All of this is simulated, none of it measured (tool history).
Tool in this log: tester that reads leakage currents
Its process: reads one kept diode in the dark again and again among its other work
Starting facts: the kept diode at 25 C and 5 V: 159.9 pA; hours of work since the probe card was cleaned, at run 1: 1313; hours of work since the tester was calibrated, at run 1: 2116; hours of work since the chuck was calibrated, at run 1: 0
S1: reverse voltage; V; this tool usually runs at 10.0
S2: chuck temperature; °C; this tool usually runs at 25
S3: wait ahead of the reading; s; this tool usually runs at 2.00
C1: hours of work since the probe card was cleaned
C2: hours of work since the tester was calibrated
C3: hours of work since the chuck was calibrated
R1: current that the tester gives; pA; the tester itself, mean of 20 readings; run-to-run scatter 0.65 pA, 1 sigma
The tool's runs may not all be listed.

run 1 hour=0.0 | S1=10.0 S2=25 S3=2.00 | C1=1313 C2=2116 C3=0 | R1=217.18
run 2 hour=41.7 | S1=11.7 S2=25 S3=2.00 | C1=1342 C2=2144 C3=29 | R1=232.48
run 3 hour=99.9 | S1=10.0 S2=25 S3=2.00 | C1=1382 C2=2184 C3=69 | R1=217.60
run 4 hour=128.0 | S1=10.0 S2=25 S3=2.00 | C1=1401 C2=2204 C3=88 | R1=216.39
run 5 hour=185.4 | S1=10.0 S2=25 S3=2.00 | C1=1441 C2=2243 C3=127 | R1=217.13
run 6 hour=221.1 | S1=10.0 S2=25 S3=2.00 | C1=1465 C2=2268 C3=152 | R1=218.20
run 7 hour=258.8 | S1=10.0 S2=25 S3=2.00 | C1=1491 C2=2294 C3=178 | R1=217.20
run 8 hour=309.6 | S1=10.0 S2=22 S3=2.00 | C1=1526 C2=2328 C3=213 | R1=166.97
run 9 hour=335.2 | S1=10.0 S2=22 S3=2.00 | C1=1544 C2=2346 C3=230 | R1=167.03
run 10 hour=361.7 | S1=10.0 S2=22 S3=2.00 | C1=1562 C2=2364 C3=248 | R1=166.79
run 11 hour=390.6 | S1=10.0 S2=22 S3=2.00 | C1=1582 C2=2384 C3=268 | R1=167.17
run 12 hour=440.9 | S1=10.0 S2=22 S3=2.00 | C1=1616 C2=2419 C3=303 | R1=166.42
run 13 hour=475.0 | S1=10.0 S2=22 S3=2.00 | C1=1640 C2=2442 C3=326 | R1=167.58
run 14 hour=516.9 | S1=10.0 S2=25 S3=9.21 | C1=1668 C2=2471 C3=355 | R1=216.29
run 15 hour=560.0 | S1=10.0 S2=25 S3=2.00 | C1=1698 C2=2500 C3=385 | R1=217.50
run 16 hour=594.8 | S1=10.0 S2=25 S3=2.00 | C1=1722 C2=2524 C3=409 | R1=217.32
run 17 hour=624.9 | S1=10.0 S2=25 S3=2.00 | C1=1743 C2=2545 C3=429 | R1=216.98
run 18 hour=655.1 | S1=10.0 S2=25 S3=2.00 | C1=1763 C2=2566 C3=450 | R1=216.58
run 19 hour=696.9 | S1=2.7 S2=25 S3=2.00 | C1=1792 C2=2594 C3=479 | R1=122.14
run 20 hour=757.5 | S1=2.7 S2=25 S3=2.00 | C1=1834 C2=2636 C3=520 | R1=121.78
run 21 hour=817.8 | S1=1.3 S2=33 S3=2.00 | C1=1875 C2=2678 C3=562 | R1=173.63
run 22 hour=875.9 | S1=1.3 S2=33 S3=2.00 | C1=1915 C2=2717 C3=602 | R1=173.90
run 23 hour=936.1 | S1=1.3 S2=33 S3=2.00 | C1=1956 C2=2759 C3=643 | R1=174.10
run 24 hour=979.0 | S1=2.2 S2=25 S3=0.72 | C1=1986 C2=2788 C3=673 | R1=111.24
run 25 hour=1041.2 | S1=4.3 S2=25 S3=1.06 | C1=2029 C2=2831 C3=715 | R1=148.77
run 26 hour=1091.3 | S1=9.7 S2=25 S3=2.43 | C1=2063 C2=2865 C3=750 | R1=214.73
run 27 hour=1149.1 | S1=9.7 S2=25 S3=2.43 | C1=2103 C2=2905 C3=789 | R1=214.17
run 28 hour=1177.3 | S1=7.9 S2=32 S3=4.79 | C1=2122 C2=2924 C3=809 | R1=354.95
run 29 hour=1210.9 | S1=1.4 S2=35 S3=2.00 | C1=2145 C2=2948 C3=832 | R1=211.15
run 30 hour=1256.7 | S1=7.5 S2=42 S3=1.24 | C1=2177 C2=2979 C3=863 | R1=768.76
run 31 hour=1294.5 | S1=9.7 S2=31 S3=0.67 | C1=2203 C2=3005 C3=889 | R1=356.60
run 32 hour=1342.9 | S1=9.7 S2=31 S3=0.67 | C1=2236 C2=3038 C3=923 | R1=357.63
run 33 hour=1394.9 | S1=4.9 S2=33 S3=3.76 | C1=2272 C2=3074 C3=958 | R1=310.80
run 34 hour=1436.3 | S1=9.7 S2=26 S3=3.76 | C1=2300 C2=3102 C3=987 | R1=232.92
run 35 hour=1463.7 | S1=9.7 S2=37 S3=3.76 | C1=2319 C2=3121 C3=1005 | R1=580.55
-- hour=1479.6 tester calibrated
run 36 hour=1524.2 | S1=9.1 S2=35 S3=2.00 | C1=2359 C2=31 C3=1046 | R1=480.72
run 37 hour=1565.8 | S1=5.3 S2=21 S3=1.05 | C1=2388 C2=59 C3=1074 | R1=115.53
run 38 hour=1612.9 | S1=4.9 S2=25 S3=0.67 | C1=2420 C2=92 C3=1107 | R1=158.01
run 39 hour=1658.7 | S1=4.9 S2=25 S3=0.67 | C1=2451 C2=123 C3=1138 | R1=159.45
run 40 hour=1686.4 | S1=4.9 S2=23 S3=0.92 | C1=2470 C2=142 C3=1157 | R1=133.24

For some of the steps in R1 from one run to the next: how much would appear even if the tool had no hidden state, given the settings, what came in and random variation, and how much remains for the hidden state plus any gauge scatter that the measured result and the result without hidden state don't share?
Hidden state present: stray current of the dirty probe card, pA a volt; current scale over the true one, %; true chuck temperature over the reading, C; drift of the gauge itself on leakage_pa, %.
Run 29 -> 30: S1 1.4 -> 7.5, S2 35 -> 42, S3 2.00 -> 1.24. R1 +557.61 pA: hidden state -0.84, all else +558.45.
Run 30 -> 31: S1 7.5 -> 9.7, S2 42 -> 31, S3 1.24 -> 0.67. R1 -412.16 pA: hidden state +0.65, all else -412.81.
Run 34 -> 35: S2 26 -> 37. R1 +347.63 pA: hidden state -0.65, all else +348.28.
Run 36 -> 37: S1 9.1 -> 5.3, S2 35 -> 21, S3 2.00 -> 1.05. R1 -365.19 pA: hidden state +0.62, all else -365.81.
